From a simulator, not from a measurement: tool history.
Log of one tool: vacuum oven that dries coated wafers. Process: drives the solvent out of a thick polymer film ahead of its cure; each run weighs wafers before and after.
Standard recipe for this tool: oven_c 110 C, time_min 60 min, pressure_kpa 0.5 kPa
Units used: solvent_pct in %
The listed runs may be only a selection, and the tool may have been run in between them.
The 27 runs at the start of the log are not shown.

| run | hour | oven_c | time_min | pressure_kpa | solvent_pct |
|---|---|---|---|---|---|
| 28 | 585.7 | 107 | 60 | 1.357 | 2.18 |
| 29 | 600.7 | 98 | 60 | 1.161 | 3.39 |
| 30 | 612.8 | 110 | 58 | 1.342 | 1.8 |
| 31 | 637.7 | 110 | 34 | 0.418 | 2.68 |
| 32 | 651.1 | 98 | 42 | 0.77 | 4.16 |
| 33 | 666.9 | 117 | 60 | 0.5 | 0.76 |
| 34 | 691.9 | 113 | 60 | 0.5 | 0.92 |
| 35 | 703.8 | 108 | 35 | 0.5 | 2.98 |
| 36 | 717.4 | 95 | 65 | 0.707 | 3.29 |
| 37 | 738.6 | 110 | 60 | 0.961 | 1.56 |
| 38 | 764.8 | 110 | 60 | 0.961 | 1.56 |
| 39 | 783 | 110 | 60 | 0.961 | 1.62 |
| 40 | 810.9 | 98 | 62 | 0.343 | 2.61 |
| 41 | 823.4 | 105 | 66 | 0.516 | 1.64 |
| 42 | 841.7 | 105 | 66 | 0.516 | 1.55 |
| 43 | 863.9 | 110 | 60 | 1.792 | 2.18 |
| 44 | 876.4 | 110 | 60 | 1.792 | 2.11 |
| 45 | 895.6 | 110 | 69 | 0.5 | 0.98 |
| 46 | 912.3 | 95 | 39 | 1.499 | 5.72 |
| 47 | 939.9 | 95 | 49 | 0.976 | 4.51 |

Predict each of these 4 candidate next runs independently; none follows another, all start after run 47:
| A | 952.6 | 107 | 60 | 0.807 | ? |
| B | 952.6 | 110 | 36 | 0.733 | ? |
| C | 952.6 | 109 | 107 | 1.707 | ? |
| D | 952.6 | 113 | 60 | 0.5 | ? |

| run | solvent_pct |
|---|---|
| A | 1.78 |
| B | 2.76 |
| C | 1.57 |
| D | 0.94 |
The same runs, with their run-to-run variation unchanged, on a tool lacking any hidden condition would have given:
| run | solvent_pct |
|---|---|
| A | 1.44 |
| B | 2.43 |
| C | 1.29 |
| D | 0.68 |

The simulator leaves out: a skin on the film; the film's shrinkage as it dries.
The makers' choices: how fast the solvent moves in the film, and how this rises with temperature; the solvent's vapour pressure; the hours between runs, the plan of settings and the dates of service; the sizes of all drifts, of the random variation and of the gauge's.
